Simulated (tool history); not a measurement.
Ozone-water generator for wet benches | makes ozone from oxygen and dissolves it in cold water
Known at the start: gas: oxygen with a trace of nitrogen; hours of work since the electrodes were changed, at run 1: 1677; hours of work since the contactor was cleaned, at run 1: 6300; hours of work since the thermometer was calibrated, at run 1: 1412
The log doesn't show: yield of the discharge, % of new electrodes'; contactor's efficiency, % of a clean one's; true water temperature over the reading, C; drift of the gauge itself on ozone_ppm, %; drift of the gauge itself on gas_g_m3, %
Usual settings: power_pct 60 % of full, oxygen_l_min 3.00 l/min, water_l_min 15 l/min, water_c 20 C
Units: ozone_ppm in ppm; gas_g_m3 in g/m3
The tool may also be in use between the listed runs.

| run | hour | power_pct | oxygen_l_min | water_l_min | water_c | hours of work since the electrodes were changed | hours of work since the contactor was cleaned | hours of work since the thermometer was calibrated | ozone_ppm | gas_g_m3 |
|---|---|---|---|---|---|---|---|---|---|---|
| 1 | 0.0 | 60 | 3.00 | 15 | 20 | 1677 | 6300 | 1412 | 12.62 | 147.7 |
| 2 | 33.8 | 60 | 3.00 | 15 | 20 | 1701 | 6324 | 1436 | 12.68 | 147.4 |
| 3 | 104.6 | 60 | 3.00 | 15 | 20 | 1752 | 6375 | 1487 | 12.57 | 147.4 |
| 4 | 139.9 | 60 | 3.00 | 15 | 20 | 1777 | 6400 | 1512 | 12.61 | 147.0 |
| 5 | 201.2 | 60 | 3.00 | 15 | 20 | 1821 | 6444 | 1555 | 12.53 | 147.1 |
| 6 | 234.6 | 60 | 3.00 | 15 | 20 | 1844 | 6467 | 1579 | 12.55 | 146.7 |
| 7 | 289.0 | 60 | 3.60 | 15 | 20 | 1883 | 6506 | 1618 | 13.03 | 136.3 |
| 8 | 344.2 | 60 | 3.60 | 15 | 20 | 1923 | 6545 | 1657 | 13.03 | 136.9 |
| 9 | 402.5 | 60 | 3.00 | 15 | 18 | 1964 | 6587 | 1699 | 12.79 | 145.8 |
| 10 | 457.2 | 60 | 3.25 | 15 | 20 | 2003 | 6626 | 1738 | 12.99 | 143.0 |
| 11 | 524.6 | 60 | 3.25 | 15 | 20 | 2051 | 6674 | 1786 | 12.87 | 141.9 |
| 12 | 555.7 | 60 | 3.00 | 15 | 20 | 2073 | 6696 | 1808 | 12.59 | 146.7 |
| 13 | 600.6 | 60 | 3.00 | 15 | 20 | 2105 | 6728 | 1840 | 12.58 | 146.4 |
| 14 | 670.9 | 60 | 3.00 | 15 | 20 | 2155 | 6778 | 1890 | 12.69 | 145.7 |
| 15 | 706.4 | 60 | 3.00 | 15 | 20 | 2180 | 6803 | 1915 | 12.68 | 146.1 |
| 16 | 779.0 | 60 | 3.00 | 15 | 20 | 2232 | 6855 | 1967 | 12.60 | 145.8 |
| 17 | 815.3 | 60 | 3.00 | 15 | 20 | 2258 | 6881 | 1993 | 12.51 | 144.6 |
| 18 | 855.6 | 94 | 3.00 | 15 | 20 | 2287 | 6910 | 2021 | 19.42 | 217.9 |
| 19 | 921.6 | 94 | 3.00 | 15 | 20 | 2334 | 6957 | 2068 | 19.31 | 222.1 |
| 20 | 951.4 | 94 | 3.00 | 15 | 20 | 2355 | 6978 | 2090 | 19.23 | 221.4 |
| 21 | 1006.4 | 94 | 3.00 | 15 | 20 | 2394 | 7017 | 2129 | 19.13 | 220.9 |
| 22 | 1077.0 | 83 | 3.00 | 15 | 20 | 2444 | 7067 | 2179 | 17.08 | 195.5 |
| 23 | 1122.3 | 77 | 4.57 | 15 | 20 | 2476 | 7099 | 2211 | 17.14 | 156.6 |

The next listed run, before its measurement:
| 24 | 1157.9 | 86 | 4.57 | 15 | 20 | 2502 | 7125 | 2237 | ? | ? |

Run 24 gave ozone_ppm 19.10 ppm, gas_g_m3 174.2 g/m3.
Without the tool's hidden state the same run would have given ozone_ppm 19.12 ppm, gas_g_m3 176.8 g/m3.

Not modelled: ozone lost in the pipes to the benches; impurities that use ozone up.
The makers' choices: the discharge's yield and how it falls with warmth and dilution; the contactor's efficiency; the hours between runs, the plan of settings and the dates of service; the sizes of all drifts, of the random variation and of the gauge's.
